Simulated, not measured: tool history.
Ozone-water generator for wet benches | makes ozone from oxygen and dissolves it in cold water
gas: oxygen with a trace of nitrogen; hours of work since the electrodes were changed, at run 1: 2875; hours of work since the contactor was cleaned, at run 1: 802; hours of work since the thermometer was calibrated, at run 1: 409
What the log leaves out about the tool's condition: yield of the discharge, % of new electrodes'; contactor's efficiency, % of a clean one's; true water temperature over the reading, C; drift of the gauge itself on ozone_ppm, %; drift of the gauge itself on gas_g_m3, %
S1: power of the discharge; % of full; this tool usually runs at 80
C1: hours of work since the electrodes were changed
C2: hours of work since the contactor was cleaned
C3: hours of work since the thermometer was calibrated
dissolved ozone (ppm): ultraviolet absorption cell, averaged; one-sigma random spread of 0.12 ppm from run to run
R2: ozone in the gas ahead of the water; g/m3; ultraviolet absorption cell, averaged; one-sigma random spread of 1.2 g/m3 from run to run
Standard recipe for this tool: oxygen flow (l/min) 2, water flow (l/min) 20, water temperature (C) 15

{"run": 1, "day": 0.0, "S1": 80, "oxygen flow (l/min)": 2, "water flow (l/min)": 20, "water temperature (C)": 15, "C1": 2875, "C2": 802, "C3": 409, "dissolved ozone (ppm)": 10.3, "R2": 201.1}
{"run": 2, "day": 4.083, "S1": 80, "oxygen flow (l/min)": 2, "water flow (l/min)": 20, "water temperature (C)": 15, "C1": 2972, "C2": 898, "C3": 505, "dissolved ozone (ppm)": 10.1, "R2": 198.6}
{"run": 3, "day": 6.817, "S1": 80, "oxygen flow (l/min)": 2, "water flow (l/min)": 20, "water temperature (C)": 15, "C1": 3036, "C2": 963, "C3": 569, "dissolved ozone (ppm)": 10, "R2": 198.1}
{"run": 4, "day": 10.554, "S1": 80, "oxygen flow (l/min)": 2, "water flow (l/min)": 20, "water temperature (C)": 15, "C1": 3124, "C2": 1051, "C3": 658, "dissolved ozone (ppm)": 10, "R2": 199}
{"run": 5, "day": 12.788, "S1": 80, "oxygen flow (l/min)": 2, "water flow (l/min)": 20, "water temperature (C)": 15, "C1": 3177, "C2": 1104, "C3": 710, "dissolved ozone (ppm)": 9.8, "R2": 197.2}
{"run": 6, "day": 17.688, "S1": 80, "oxygen flow (l/min)": 2, "water flow (l/min)": 20, "water temperature (C)": 15, "C1": 3293, "C2": 1219, "C3": 826, "dissolved ozone (ppm)": 10.1, "R2": 197.6}
{"run": 7, "day": 21.388, "S1": 80, "oxygen flow (l/min)": 2, "water flow (l/min)": 20, "water temperature (C)": 15, "C1": 3380, "C2": 1306, "C3": 913, "dissolved ozone (ppm)": 10, "R2": 196.1}
{"run": 8, "day": 25.596, "S1": 80, "oxygen flow (l/min)": 2, "water flow (l/min)": 20, "water temperature (C)": 15, "C1": 3479, "C2": 1406, "C3": 1013, "dissolved ozone (ppm)": 9.8, "R2": 194.5}
{"run": 9, "day": 29.812, "S1": 80, "oxygen flow (l/min)": 2, "water flow (l/min)": 20, "water temperature (C)": 15, "C1": 3579, "C2": 1505, "C3": 1112, "dissolved ozone (ppm)": 9.5, "R2": 194.8}
{"run": 10, "day": 32.367, "S1": 80, "oxygen flow (l/min)": 2, "water flow (l/min)": 21, "water temperature (C)": 10, "C1": 3639, "C2": 1565, "C3": 1172, "dissolved ozone (ppm)": 9.6, "R2": 192.1}
{"run": 11, "day": 36.992, "S1": 80, "oxygen flow (l/min)": 2, "water flow (l/min)": 24, "water temperature (C)": 12, "C1": 3748, "C2": 1675, "C3": 1281, "dissolved ozone (ppm)": 8, "R2": 190.8}
{"run": 12, "day": 39.217, "S1": 43, "oxygen flow (l/min)": 2, "water flow (l/min)": 15, "water temperature (C)": 8, "C1": 3801, "C2": 1727, "C3": 1334, "dissolved ozone (ppm)": 8.7, "R2": 120}
{"run": 13, "day": 41.717, "S1": 71, "oxygen flow (l/min)": 2.71, "water flow (l/min)": 15, "water temperature (C)": 9, "C1": 3860, "C2": 1786, "C3": 1393, "dissolved ozone (ppm)": 13.4, "R2": 150.7}
{"run": 14, "day": 46.675, "S1": 92, "oxygen flow (l/min)": 1.41, "water flow (l/min)": 15, "water temperature (C)": 9, "C1": 3977, "C2": 1903, "C3": 1510, "dissolved ozone (ppm)": 13.4, "R2": 250}
{"run": 15, "day": 49.892, "S1": 47, "oxygen flow (l/min)": 2.5, "water flow (l/min)": 19, "water temperature (C)": 10, "C1": 4052, "C2": 1979, "C3": 1586, "dissolved ozone (ppm)": 7.3, "R2": 115.1}
{"run": 16, "day": 54.125, "S1": 47, "oxygen flow (l/min)": 2.5, "water flow (l/min)": 19, "water temperature (C)": 10, "C1": 4152, "C2": 2079, "C3": 1686, "dissolved ozone (ppm)": 7.4, "R2": 113.5}

Branching from run 16: 5 alternative next runs. What would each branch give?
{"run": "A", "day": 58.45, "S1": 79, "oxygen flow (l/min)": 1.76, "water flow (l/min)": 20, "water temperature (C)": 8, "C1": 4254, "C2": 2181, "C3": 1788, "dissolved ozone (ppm)": "?", "R2": "?"}
{"run": "B", "day": 58.45, "S1": 62, "oxygen flow (l/min)": 2.47, "water flow (l/min)": 29, "water temperature (C)": 10, "C1": 4254, "C2": 2181, "C3": 1788, "dissolved ozone (ppm)": "?", "R2": "?"}
{"run": "C", "day": 58.45, "S1": 66, "oxygen flow (l/min)": 2.5, "water flow (l/min)": 19, "water temperature (C)": 10, "C1": 4254, "C2": 2181, "C3": 1788, "dissolved ozone (ppm)": "?", "R2": "?"}
{"run": "D", "day": 58.45, "S1": 80, "oxygen flow (l/min)": 2, "water flow (l/min)": 17, "water temperature (C)": 15, "C1": 4254, "C2": 2181, "C3": 1788, "dissolved ozone (ppm)": "?", "R2": "?"}
{"run": "E", "day": 58.45, "S1": 80, "oxygen flow (l/min)": 2, "water flow (l/min)": 20, "water temperature (C)": 18, "C1": 4254, "C2": 2181, "C3": 1788, "dissolved ozone (ppm)": "?", "R2": "?"}

run=A dissolved_ozone_(ppm)=9.2 R2=196.3
run=B dissolved_ozone_(ppm)=5.4 R2=140.2
run=C dissolved_ozone_(ppm)=9.5 R2=147.7
run=D dissolved_ozone_(ppm)=10.8 R2=184.8
run=E dissolved_ozone_(ppm)=9.1 R2=188.4
Take away the tool's hidden state, keep each run's random variation, and the runs would have read:
run=A dissolved_ozone_(ppm)=11.8 R2=240.1
run=B dissolved_ozone_(ppm)=6.7 R2=165.5
run=C dissolved_ozone_(ppm)=11.9 R2=175.9
run=D dissolved_ozone_(ppm)=13.9 R2=226.8
run=E dissolved_ozone_(ppm)=11.7 R2=231.2
